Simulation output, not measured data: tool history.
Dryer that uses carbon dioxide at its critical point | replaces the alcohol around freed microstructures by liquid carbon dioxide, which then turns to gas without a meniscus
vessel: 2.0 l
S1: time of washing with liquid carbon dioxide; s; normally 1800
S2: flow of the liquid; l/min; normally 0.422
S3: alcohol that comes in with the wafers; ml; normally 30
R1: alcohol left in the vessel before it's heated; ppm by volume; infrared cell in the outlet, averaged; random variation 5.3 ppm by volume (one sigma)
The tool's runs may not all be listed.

run     day    S1     S2  S3    R1
  1   0.000  1800  0.422  30   193
  2   0.838  1800  0.422  30   207
  3   1.467  2340  0.422  30   114
  4   2.696  2220  0.422  30   125
  5   3.512  2220  0.422  30   133
  6   4.783  1800  0.600  30    96
  7   5.579  1800  0.600  30    97
  8   6.921  1800  0.359  30   452
  9   7.962  1800  0.359  30   480
 10   8.821  1800  0.422  30   286
 11   9.996  1800  0.422  30   309
 12  11.488  1440  0.422  30   406
 13  13.004  1800  0.422  30   231
 14  14.329  1800  0.422  30   242
 15  15.812  2700  0.298  38   268
 16  16.767  1620  0.281  25   993
 17  17.571  1620  0.281  25  1018
 18  19.075  1800  0.592  24   140
 19  20.292  1800  0.592  24   131
 20  21.617  1740  0.512  35   223
 21  22.271  1740  0.512  35   226
 22  23.692  1740  0.512  35   173
 23  24.725  1740  0.512  35   183
 24  25.829  1740  0.512  35   189
 25  26.450  1740  0.512  35   195
 26  27.604  1740  0.512  35   199
 27  28.900  1800  0.269  30   996

Between the runs listed above, the log contained 2 entries, not reproduced here. Where in the sequence does each belong, and how does what the log doesn't record of the tool's condition differ from the listed run before to the listed run after?
Logged between run 11 and run 12: inlet filter changed (day 10.142)
  flow that reaches the vessel past the clogged filter, %: 86 -> 98.4; alcohol in the recycled carbon dioxide, ppm: 93.3 -> 96.2
  measured minus no-state result, R1: +193 -> +111 ppm by volume
Logged between run 21 and run 22: inlet filter changed (day 22.921)
  flow that reaches the vessel past the clogged filter, %: 86.1 -> 98.9; alcohol in the recycled carbon dioxide, ppm: 117.2 -> 119.8
  measured minus no-state result, R1: +176 -> +115 ppm by volume

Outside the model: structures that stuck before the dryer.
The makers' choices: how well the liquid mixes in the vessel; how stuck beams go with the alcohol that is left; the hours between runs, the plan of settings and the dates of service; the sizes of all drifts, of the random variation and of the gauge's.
